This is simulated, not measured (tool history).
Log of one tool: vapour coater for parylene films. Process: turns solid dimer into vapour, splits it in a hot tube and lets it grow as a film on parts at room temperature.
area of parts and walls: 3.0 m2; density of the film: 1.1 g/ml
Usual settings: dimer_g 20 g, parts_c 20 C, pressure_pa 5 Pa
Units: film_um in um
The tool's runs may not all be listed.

Run 1, hour 0: usual settings. Result: film_um 4.19 um.
At hour 42: table's thermometer calibrated.
Run 2, hour 79.7: usual settings. Result: film_um 4.01 um.
Run 3, hour 165.5: usual settings. Result: film_um 4.02 um.
Run 4, hour 206.6: usual settings. Result: film_um 3.97 um.
Run 5, hour 264.5: usual settings. Result: film_um 3.86 um.
Run 6, hour 350.1: usual settings. Result: film_um 3.78 um.
At hour 400.6: trap's valve overhauled.
Run 7, hour 439.7: usual settings. Result: film_um 4.24 um.
Run 8, hour 507.2: usual settings. Result: film_um 4.16 um.
Run 9, hour 552.8: usual settings but dimer_g 16 g, parts_c 22 C, pressure_pa 3.65 Pa. Result: film_um 3.29 um.
At hour 559.1: table's thermometer calibrated, once more.
Run 10, hour 589.3: usual settings but dimer_g 26 g, parts_c 18 C, pressure_pa 8.35 Pa. Result: film_um 5.24 um.
Run 11, hour 664.7: usual settings but parts_c 15 C. Result: film_um 4.92 um.
Run 12, hour 708: usual settings but parts_c 15 C. Result: film_um 4.9 um.
Run 13, hour 775: usual settings but dimer_g 11 g, parts_c 14 C, pressure_pa 9.77 Pa. Result: film_um 2.35 um.
Run 14, hour 846.3: usual settings but dimer_g 11 g, parts_c 26 C, pressure_pa 9.77 Pa. Result: film_um 1.47 um.

5 ways to go on from here, each from the tool as it stands after run 14. What would each give?
At hour 913.8: trap's valve overhauled.
Run A, hour 926.7: usual settings but dimer_g 28 g, parts_c 26 C, pressure_pa 9.77 Pa. Result: film_um ?.
At hour 913.8: trap's valve overhauled.
Run B, hour 926.7: usual settings but parts_c 15 C, pressure_pa 11 Pa. Result: film_um ?.
At hour 913.8: trap's valve overhauled.
Run C, hour 926.7: usual settings but dimer_g 11 g, parts_c 12 C, pressure_pa 3.52 Pa. Result: film_um ?.
At hour 913.8: trap's valve overhauled.
Run D, hour 926.7: usual settings but dimer_g 30 g, parts_c 13 C, pressure_pa 4.63 Pa. Result: film_um ?.
At hour 913.8: trap's valve overhauled.
Run E, hour 926.7: usual settings but dimer_g 11 g, pressure_pa 2.71 Pa. Result: film_um ?.

run  film_um
  A     4.22
  B     4.42
  C     3.21
  D     8.69
  E     2.75
Without the tool's hidden state the same runs would have given:
run  film_um
  A     4.27
  B     4.47
  C     3.24
  D     8.79
  E     2.78
